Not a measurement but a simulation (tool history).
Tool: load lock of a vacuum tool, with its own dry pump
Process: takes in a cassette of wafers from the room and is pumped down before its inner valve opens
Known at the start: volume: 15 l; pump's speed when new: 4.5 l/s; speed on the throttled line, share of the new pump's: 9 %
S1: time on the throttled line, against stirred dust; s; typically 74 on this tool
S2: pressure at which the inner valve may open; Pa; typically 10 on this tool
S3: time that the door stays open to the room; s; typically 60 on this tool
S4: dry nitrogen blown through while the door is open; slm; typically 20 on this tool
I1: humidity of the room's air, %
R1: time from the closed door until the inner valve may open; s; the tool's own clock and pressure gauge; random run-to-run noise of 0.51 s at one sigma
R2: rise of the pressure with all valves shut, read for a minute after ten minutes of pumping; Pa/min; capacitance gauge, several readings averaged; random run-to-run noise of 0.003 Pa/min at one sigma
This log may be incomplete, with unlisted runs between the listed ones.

{"run": 1, "hour": 0.0, "S1": 74, "S2": 10, "S3": 60, "S4": 20, "I1": 46.4, "R1": 97.5, "R2": 0.043}
{"run": 2, "hour": 457.0, "S1": 74, "S2": 10, "S3": 60, "S4": 20, "I1": 42.7, "R1": 98.3, "R2": 0.036}
{"run": 3, "hour": 910.9, "S1": 74, "S2": 10, "S3": 60, "S4": 20, "I1": 48.9, "R1": 98.5, "R2": 0.043}
{"run": 4, "hour": 1220.4, "S1": 74, "S2": 10, "S3": 60, "S4": 20, "I1": 43.8, "R1": 98.2, "R2": 0.042}
{"run": 5, "hour": 1688.5, "S1": 74, "S2": 10, "S3": 60, "S4": 20, "I1": 46.0, "R1": 97.9, "R2": 0.042}
{"run": 6, "hour": 1975.9, "S1": 74, "S2": 10, "S3": 60, "S4": 20, "I1": 44.3, "R1": 98.7, "R2": 0.039}
{"run": 7, "hour": 2244.8, "S1": 78, "S2": 10, "S3": 60, "S4": 20, "I1": 42.7, "R1": 102.9, "R2": 0.043}
{"run": 8, "hour": 2519.5, "S1": 78, "S2": 10, "S3": 60, "S4": 20, "I1": 42.7, "R1": 102.5, "R2": 0.036}
{"run": 9, "hour": 2774.6, "S1": 74, "S2": 10, "S3": 60, "S4": 20, "I1": 43.4, "R1": 98.4, "R2": 0.04}
{"run": 10, "hour": 3319.5, "S1": 85, "S2": 10, "S3": 60, "S4": 20, "I1": 46.9, "R1": 108.0, "R2": 0.043}
{"run": 11, "hour": 3792.2, "S1": 85, "S2": 10, "S3": 60, "S4": 20, "I1": 44.4, "R1": 108.4, "R2": 0.038}
{"run": 12, "hour": 4202.0, "S1": 85, "S2": 10, "S3": 60, "S4": 20, "I1": 39.6, "R1": 107.8, "R2": 0.04}
{"run": 13, "hour": 4643.4, "S1": 85, "S2": 10, "S3": 60, "S4": 20, "I1": 46.0, "R1": 108.0, "R2": 0.038}
{"run": 14, "hour": 4936.2, "S1": 71, "S2": 10, "S3": 60, "S4": 20, "I1": 48.1, "R1": 95.8, "R2": 0.037}
{"run": 15, "hour": 5464.5, "S1": 71, "S2": 10, "S3": 60, "S4": 20, "I1": 44.7, "R1": 95.7, "R2": 0.039}
{"run": 16, "hour": 5722.4, "S1": 71, "S2": 10, "S3": 60, "S4": 20, "I1": 41.8, "R1": 96.3, "R2": 0.038}
{"run": 17, "hour": 6118.6, "S1": 71, "S2": 10, "S3": 60, "S4": 20, "I1": 45.3, "R1": 94.9, "R2": 0.042}
{"run": 18, "hour": 6549.0, "S1": 71, "S2": 10, "S3": 60, "S4": 20, "I1": 48.6, "R1": 95.2, "R2": 0.047}
{"run": 19, "hour": 6875.9, "S1": 71, "S2": 10, "S3": 60, "S4": 20, "I1": 46.7, "R1": 95.4, "R2": 0.04}
{"run": 20, "hour": 7396.9, "S1": 74, "S2": 9, "S3": 172, "S4": 4, "I1": 46.1, "R1": 98.6, "R2": 0.08}
{"run": 21, "hour": 7860.3, "S1": 74, "S2": 9, "S3": 172, "S4": 4, "I1": 47.1, "R1": 98.7, "R2": 0.082}
{"run": 22, "hour": 8292.2, "S1": 147, "S2": 20, "S3": 108, "S4": 20, "I1": 46.7, "R1": 161.6, "R2": 0.048}
{"run": 23, "hour": 8521.6, "S1": 147, "S2": 20, "S3": 108, "S4": 20, "I1": 44.6, "R1": 163.4, "R2": 0.048}
{"run": 24, "hour": 8772.8, "S1": 147, "S2": 20, "S3": 108, "S4": 20, "I1": 45.2, "R1": 163.2, "R2": 0.047}
{"run": 25, "hour": 9119.2, "S1": 133, "S2": 20, "S3": 29, "S4": 18, "I1": 46.8, "R1": 150.8, "R2": 0.03}
{"run": 26, "hour": 9366.5, "S1": 133, "S2": 20, "S3": 29, "S4": 18, "I1": 47.8, "R1": 149.8, "R2": 0.031}
{"run": 27, "hour": 9792.2, "S1": 73, "S2": 20, "S3": 29, "S4": 18, "I1": 44.2, "R1": 94.9, "R2": 0.033}
{"run": 28, "hour": 10322.1, "S1": 73, "S2": 20, "S3": 29, "S4": 18, "I1": 46.0, "R1": 95.0, "R2": 0.039}
{"run": 29, "hour": 10837.5, "S1": 78, "S2": 10, "S3": 60, "S4": 24, "I1": 44.5, "R1": 102.5, "R2": 0.042}
{"run": 30, "hour": 11313.4, "S1": 74, "S2": 17, "S3": 60, "S4": 8, "I1": 46.2, "R1": 96.7, "R2": 0.051}
{"run": 31, "hour": 11546.1, "S1": 74, "S2": 17, "S3": 60, "S4": 8, "I1": 43.7, "R1": 94.9, "R2": 0.052}
{"run": 32, "hour": 11782.0, "S1": 74, "S2": 9, "S3": 197, "S4": 20, "I1": 44.1, "R1": 98.0, "R2": 0.05}
{"run": 33, "hour": 12236.3, "S1": 74, "S2": 9, "S3": 197, "S4": 20, "I1": 42.7, "R1": 98.0, "R2": 0.053}
{"run": 34, "hour": 12590.9, "S1": 74, "S2": 9, "S3": 197, "S4": 20, "I1": 46.4, "R1": 99.3, "R2": 0.056}
{"run": 35, "hour": 13002.6, "S1": 74, "S2": 9, "S3": 197, "S4": 20, "I1": 44.4, "R1": 98.6, "R2": 0.055}
{"run": 36, "hour": 13283.0, "S1": 74, "S2": 17, "S3": 60, "S4": 20, "I1": 49.1, "R1": 96.9, "R2": 0.041}
{"run": 37, "hour": 13589.6, "S1": 74, "S2": 16, "S3": 60, "S4": 19, "I1": 42.3, "R1": 96.4, "R2": 0.039}
{"run": 38, "hour": 13874.2, "S1": 54, "S2": 9, "S3": 67, "S4": 19, "I1": 43.8, "R1": 80.4, "R2": 0.044}

Put back what was entered between runs (3 entries, withheld): which listed runs does each sit between, and how does the hidden state differ from the listed run before to the listed run after?
After run 10, before run 11: door's seal changed, seat wiped (hour 3784.9)
  leak at the door's seal, Pa l/s: 0.0027 -> 0.002
  measured value less the no-hidden-state value, R2: +0.003 -> +0.000 Pa/min
After run 31, before run 32: door's seal changed, seat wiped (hour 11674.9)
  leak at the door's seal, Pa l/s: 0.0026 -> 0.002
  measured value less the no-hidden-state value, R2: +0.002 -> +0.000 Pa/min
After run 36, before run 37: dry pump taken out, an overhauled one fitted (hour 13493.2)
  pump's speed, % of a new pump's: 99.8 -> 100
  measured value less the no-hidden-state value, R2: +0.000 -> +0.000 Pa/min

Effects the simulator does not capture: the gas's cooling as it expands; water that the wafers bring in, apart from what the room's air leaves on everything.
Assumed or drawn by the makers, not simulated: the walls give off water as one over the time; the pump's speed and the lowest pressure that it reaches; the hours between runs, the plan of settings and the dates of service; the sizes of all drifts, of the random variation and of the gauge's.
